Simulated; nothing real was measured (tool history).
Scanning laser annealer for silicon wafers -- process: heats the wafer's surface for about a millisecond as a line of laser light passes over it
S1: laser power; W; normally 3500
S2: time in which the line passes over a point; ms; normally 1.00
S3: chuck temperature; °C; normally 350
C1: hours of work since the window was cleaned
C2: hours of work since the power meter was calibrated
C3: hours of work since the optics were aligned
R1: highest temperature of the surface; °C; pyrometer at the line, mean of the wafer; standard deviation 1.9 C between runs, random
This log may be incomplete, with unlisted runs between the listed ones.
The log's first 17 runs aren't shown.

run	hour	S1	S2	S3	C1	C2	C3	R1
18	559.4	3317	1.00	328	303	628	802	1011
19	580.1	3500	1.00	387	314	639	814	1102
20	611.2	3500	1.00	340	331	656	830	1057
21	639.9	2982	0.83	369	346	671	846	923
22	685.1	2982	0.83	369	371	696	870	916
23	708.3	3145	0.86	369	383	708	883	959
24	734.4	3145	0.86	369	397	722	897	959
25	772.1	3838	1.24	350	418	743	917	1220
26	811.1	3838	0.76	319	439	764	939	974
27	831.4	3838	0.76	319	450	775	950	973
28	855.4	3838	0.76	378	463	788	963	1030
29	883.6	3615	0.79	325	478	803	978	955
30	907.0	3273	1.04	378	491	816	990	1055
31	942.5	3273	1.04	378	510	835	1010	1052
# hour 960.0: window over the wafer cleaned
32	976.8	3273	1.04	378	9	853	1027	1089
33	1021.0	3273	1.04	378	33	876	1051	1085
34	1040.8	3500	1.00	371	44	887	1062	1108

Below are 5 alternative next runs, each starting from the tool's condition after run 34. Predict each:
A	1077.6	3500	1.00	352	64	907	1082	?
B	1077.6	3795	1.00	371	64	907	1082	?
C	1077.6	3500	0.91	350	64	907	1082	?
D	1077.6	3500	1.00	354	64	907	1082	?
E	1077.6	3426	0.94	389	64	907	1082	?

run	R1
A	1090
B	1162
C	1048
D	1091
E	1086
With no hidden state in the tool, these same runs would have given:
run	R1
A	1095
B	1167
C	1052
D	1096
E	1091
